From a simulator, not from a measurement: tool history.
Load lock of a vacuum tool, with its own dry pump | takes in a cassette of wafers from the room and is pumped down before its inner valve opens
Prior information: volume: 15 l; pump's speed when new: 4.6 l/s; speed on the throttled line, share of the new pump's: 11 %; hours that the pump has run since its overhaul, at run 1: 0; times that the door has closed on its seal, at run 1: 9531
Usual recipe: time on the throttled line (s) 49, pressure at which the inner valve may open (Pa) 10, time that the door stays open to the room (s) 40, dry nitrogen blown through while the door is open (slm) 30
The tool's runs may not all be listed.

run	hour	time on the throttled line (s)	pressure at which the inner valve may open (Pa)	time that the door stays open to the room (s)	dry nitrogen blown through while the door is open (slm)	hours that the pump has run since its overhaul	times that the door has closed on its seal	incoming humidity of the room's air, %	time from the closed door until the inner valve may open (s)	rise of the pressure with all valves shut (Pa/min)
1	0.0	49	10	40	30	0	9531	45.2	72.9	0.110
2	183.9	49	10	40	30	184	10136	45.7	72.6	0.111
3	484.7	42	10	40	30	485	11125	46.4	67.2	0.134
4	792.7	42	10	40	30	793	12138	42.6	67.1	0.139
5	1115.9	42	10	40	30	1116	13201	45.6	67.5	0.154
6	1265.6	35	10	95	30	1266	13694	44.3	61.2	0.170
7	1575.2	35	10	35	6	1575	14712	48.4	61.4	0.199
8	1727.6	54	15	40	30	1728	15213	46.4	76.7	0.181
9	1941.2	54	15	40	30	1941	15916	46.5	76.2	0.210
10	2233.7	49	7	164	30	2234	16878	46.7	75.7	0.235

Measured less the same run without the tool's hidden state. The same run-to-run variation is in both; the gauge's scatter may not be:
The tool's hidden condition here consists of: pump's speed, % of a new pump's; leak at the door's seal, Pa l/s; drift of the gauge itself on ready_s, %; drift of the gauge itself on rise_pa_min, %.
run	time from the closed door until the inner valve may open (s)	rise of the pressure with all valves shut (Pa/min)
1	-0.2	+0.087
2	-0.1	+0.092
3	-0.1	+0.108
4	+0.1	+0.123
5	+0.1	+0.137
6	+0.2	+0.142
7	+0.3	+0.158
8	+0.3	+0.166
9	+0.4	+0.183
10	+0.5	+0.197
